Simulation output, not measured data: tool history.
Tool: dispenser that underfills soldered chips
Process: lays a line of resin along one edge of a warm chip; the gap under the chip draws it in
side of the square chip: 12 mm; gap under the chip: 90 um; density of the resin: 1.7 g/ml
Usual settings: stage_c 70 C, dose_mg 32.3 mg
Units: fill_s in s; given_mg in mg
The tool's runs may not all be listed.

Run 1, hour 0: usual settings. Result: fill_s 74 s, given_mg 31.01 mg.
Run 2, hour 10.5: usual settings. Result: fill_s 100.9 s, given_mg 30.9 mg.
At hour 13.8: new syringe of resin.
At hour 16: dispensing valve cleaned and set on the balance.
Run 3, hour 23.2: usual settings but dose_mg 34.9 mg. Result: fill_s 89.9 s, given_mg 34.79 mg.
At hour 29.6: new syringe of resin.
Run 4, hour 33.5: usual settings but stage_c 60 C. Result: fill_s 124.2 s, given_mg 31.8 mg.
At hour 44.7: new syringe of resin.
Run 5, hour 45.8: usual settings. Result: fill_s 73.4 s, given_mg 31.82 mg.
Run 6, hour 52: usual settings. Result: fill_s 87.8 s, given_mg 31.76 mg.
At hour 59.8: new syringe of resin.
Run 7, hour 65.9: usual settings but dose_mg 38.8 mg. Result: fill_s 80.8 s, given_mg 38.1 mg.
Run 8, hour 72.8: usual settings but dose_mg 38.8 mg. Result: fill_s 99 s, given_mg 37.72 mg.
At hour 74.7: new syringe of resin.
Run 9, hour 85.1: usual settings but stage_c 77 C. Result: fill_s 71.2 s, given_mg 31.47 mg.
At hour 90: new syringe of resin.
Run 10, hour 93.1: usual settings but stage_c 65 C. Result: fill_s 95.3 s, given_mg 31.1 mg.
At hour 105.9: new syringe of resin.
Run 11, hour 106.2: usual settings. Result: fill_s 73.7 s, given_mg 30.91 mg.
At hour 111.2: dispensing valve cleaned and set on the balance.
Run 12, hour 121.1: usual settings. Result: fill_s 107.5 s, given_mg 32.06 mg.
At hour 122.5: new syringe of resin.
Run 13, hour 130.1: usual settings. Result: fill_s 89.3 s, given_mg 32.02 mg.
At hour 137.4: new syringe of resin.
Run 14, hour 141.5: usual settings. Result: fill_s 80.4 s, given_mg 31.75 mg.
Run 15, hour 151: usual settings but stage_c 72 C. Result: fill_s 97.8 s, given_mg 31.63 mg.
At hour 152.2: new syringe of resin.
Run 16, hour 162.9: usual settings but stage_c 72 C, dose_mg 40.4 mg. Result: fill_s 87.1 s, given_mg 39.64 mg.
At hour 167.5: new syringe of resin.
Run 17, hour 172.8: usual settings. Result: fill_s 83.6 s, given_mg 31.31 mg.
At hour 183.2: new syringe of resin.
Run 18, hour 183.3: usual settings but dose_mg 31.8 mg. Result: fill_s 72.5 s, given_mg 30.72 mg.
Run 19, hour 196.1: usual settings but dose_mg 39.7 mg. Result: fill_s 102.9 s, given_mg 37.96 mg.
At hour 198.1: new syringe of resin.
Run 20, hour 202.9: usual settings but dose_mg 33.1 mg. Result: fill_s 81.5 s, given_mg 32.08 mg.
At hour 206.2: dispensing valve cleaned and set on the balance.
Run 21, hour 213.5: usual settings but dose_mg 33.1 mg. Result: fill_s 107.8 s, given_mg 32.99 mg.
At hour 215: new syringe of resin.
Run 22, hour 219.8: usual settings but stage_c 74 C, dose_mg 33.1 mg. Result: fill_s 68.8 s, given_mg 32.84 mg.
At hour 230.3: new syringe of resin.
Run 23, hour 231.4: usual settings but stage_c 74 C, dose_mg 33.1 mg. Result: fill_s 62.7 s, given_mg 32.57 mg.
Run 24, hour 243.8: usual settings but stage_c 69 C, dose_mg 40.8 mg. Result: fill_s 104.4 s, given_mg 39.97 mg.
At hour 246: new syringe of resin.
Run 25, hour 250.1: usual settings but stage_c 63 C, dose_mg 40.8 mg. Result: fill_s 108 s, given_mg 39.93 mg.
At hour 260.8: new syringe of resin.
Run 26, hour 263.3: usual settings but stage_c 73 C, dose_mg 38.6 mg. Result: fill_s 68.4 s, given_mg 37.74 mg.
At hour 275.8: new syringe of resin.
Run 27, hour 276.2: usual settings but stage_c 82 C, dose_mg 28.7 mg. Result: fill_s 45.5 s, given_mg 27.63 mg.
Run 28, hour 286.5: usual settings but stage_c 79 C, dose_mg 38.5 mg. Result: fill_s 65.8 s, given_mg 36.92 mg.
At hour 291: new syringe of resin.
Run 29, hour 299.8: usual settings but stage_c 79 C, dose_mg 38.5 mg. Result: fill_s 59.7 s, given_mg 36.57 mg.
At hour 301.7: dispensing valve cleaned and set on the balance.
At hour 307.2: new syringe of resin.
Run 30, hour 313.7: usual settings but stage_c 79 C, dose_mg 38.5 mg. Result: fill_s 56.9 s, given_mg 38.34 mg.
Run 31, hour 319.6: usual settings but stage_c 68 C. Result: fill_s 108.2 s, given_mg 31.89 mg.
At hour 322: new syringe of resin.
Run 32, hour 331.7: usual settings but stage_c 57 C, dose_mg 40.1 mg. Result: fill_s 162.9 s, given_mg 39.6 mg.
At hour 337.2: new syringe of resin.
Run 33, hour 339.7: usual settings but stage_c 57 C, dose_mg 40.1 mg. Result: fill_s 134.3 s, given_mg 39.22 mg.
At hour 352.2: new syringe of resin.
Run 34, hour 353.3: usual settings but stage_c 57 C, dose_mg 33.9 mg. Result: fill_s 132.3 s, given_mg 33.23 mg.
Run 35, hour 366.6: usual settings but stage_c 80 C, dose_mg 30.3 mg. Result: fill_s 74.2 s, given_mg 29.46 mg.

4 ways to go on from here, each from the tool as it stands after run 35. What would each give?
At hour 368.1: new syringe of resin.
Run A, hour 379.4: usual settings but stage_c 63 C, dose_mg 30.3 mg. Result: fill_s ?, given_mg ?.
At hour 368.1: new syringe of resin.
Run B, hour 379.4: usual settings but stage_c 80 C, dose_mg 34.9 mg. Result: fill_s ?, given_mg ?.
At hour 368.1: new syringe of resin.
Run C, hour 379.4: usual settings but stage_c 64 C, dose_mg 29.4 mg. Result: fill_s ?, given_mg ?.
At hour 368.1: new syringe of resin.
Run D, hour 379.4: usual settings but stage_c 66 C, dose_mg 32.9 mg. Result: fill_s ?, given_mg ?.

run  fill_s  given_mg
  A     138     29.17
  B    66.2     33.74
  C   134.1     28.47
  D   117.8     31.86
Without the tool's hidden state the same runs would have given:
run  fill_s  given_mg
  A      93     30.16
  B      45     34.88
  C    90.5     29.43
  D    79.8     32.94
